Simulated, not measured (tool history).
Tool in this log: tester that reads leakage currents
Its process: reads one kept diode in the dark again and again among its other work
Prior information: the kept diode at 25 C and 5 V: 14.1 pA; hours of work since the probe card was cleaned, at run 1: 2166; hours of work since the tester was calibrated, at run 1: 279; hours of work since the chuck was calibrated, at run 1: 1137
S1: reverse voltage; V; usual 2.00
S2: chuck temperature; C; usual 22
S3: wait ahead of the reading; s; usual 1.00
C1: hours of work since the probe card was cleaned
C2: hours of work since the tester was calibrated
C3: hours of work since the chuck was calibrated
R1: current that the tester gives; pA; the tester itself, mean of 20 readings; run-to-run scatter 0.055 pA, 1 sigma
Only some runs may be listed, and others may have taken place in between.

run   hour     S1  S2    S3    C1   C2    C3     R1
  1    0.0   2.00  22  1.00  2166  279  1137   7.93
  2   19.0   2.00  22  1.00  2177  290  1148   7.83
  3   56.7   2.00  22  0.44  2199  311  1169   7.94
  4   77.1   4.40  22  0.44  2210  323  1181  10.66
  5  106.7   2.00  22  1.00  2227  339  1198   7.89
  6  127.8   2.00  22  1.00  2239  351  1210   7.75
  7  147.5   2.00  22  1.00  2250  363  1221   7.82
  8  190.2   2.00  22  1.00  2274  387  1245   7.80
  9  228.7   2.00  26  1.00  2296  409  1267  11.39
 10  257.4   5.21  22  1.00  2312  425  1283  11.05
 11  298.7   5.21  22  1.00  2336  448  1307  11.06
 12  335.5   2.00  22  1.00  2357  469  1327   7.83
 13  366.5   2.00  22  0.91  2374  487  1345   7.84
 14  388.2   1.91  39  5.47  2387  499  1357  36.55
 15  413.1  19.90  22  1.00  2401  513  1371  18.38

Run 16 comes next. What will it give?
 16  439.9  19.90  44  1.00  2416  529  1387   ?

Run 16 measured R1 127.12 pA.
Had the tool carried no hidden state, the very same run would have given R1 127.09 pA.
